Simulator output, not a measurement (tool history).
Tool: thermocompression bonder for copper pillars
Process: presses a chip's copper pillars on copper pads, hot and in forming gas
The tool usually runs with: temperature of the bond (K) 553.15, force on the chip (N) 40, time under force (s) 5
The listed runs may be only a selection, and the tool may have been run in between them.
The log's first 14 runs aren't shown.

run	day	temperature of the bond (K)	force on the chip (N)	time under force (s)	hours of work since the heater was calibrated	hours of work since the force cell was calibrated	hours of work since the gas filter was changed	force that shears a chip off (N)
15	10.633	553.15	56	5	441	255	104	79.1
16	11.588	553.15	56	5	452	267	116	78.6
17	12.571	553.15	56	5	464	279	128	77.9
18	13.208	553.15	56	5	472	287	135	76.1
19	14.288	553.15	56	5	485	300	148	78.6
20	15.112	553.15	56	5	495	310	158	76.2
21	16.088	553.15	56	5	507	321	170	75.2
22	16.558	557.15	40	4	512	327	176	66.9
23	17.658	557.15	40	4	526	340	189	65.1
24	18.504	557.15	40	4	536	351	199	65.5
25	19.296	553.15	39	15	545	360	209	81.7
# day 20.188: forming gas filter changed
26	20.188	572.15	36	15	556	371	0	98.0
27	20.708	566.15	33	3	562	377	6	63.2
28	21.262	571.15	28	5	569	384	13	72.0

What will run 29 give?
29	21.825	571.15	28	5	576	391	20	?

force that shears a chip off (N): 71.8
If the tool had no hidden condition, the same run with the same run-to-run variation would have returned force that shears a chip off (N) 74.5.

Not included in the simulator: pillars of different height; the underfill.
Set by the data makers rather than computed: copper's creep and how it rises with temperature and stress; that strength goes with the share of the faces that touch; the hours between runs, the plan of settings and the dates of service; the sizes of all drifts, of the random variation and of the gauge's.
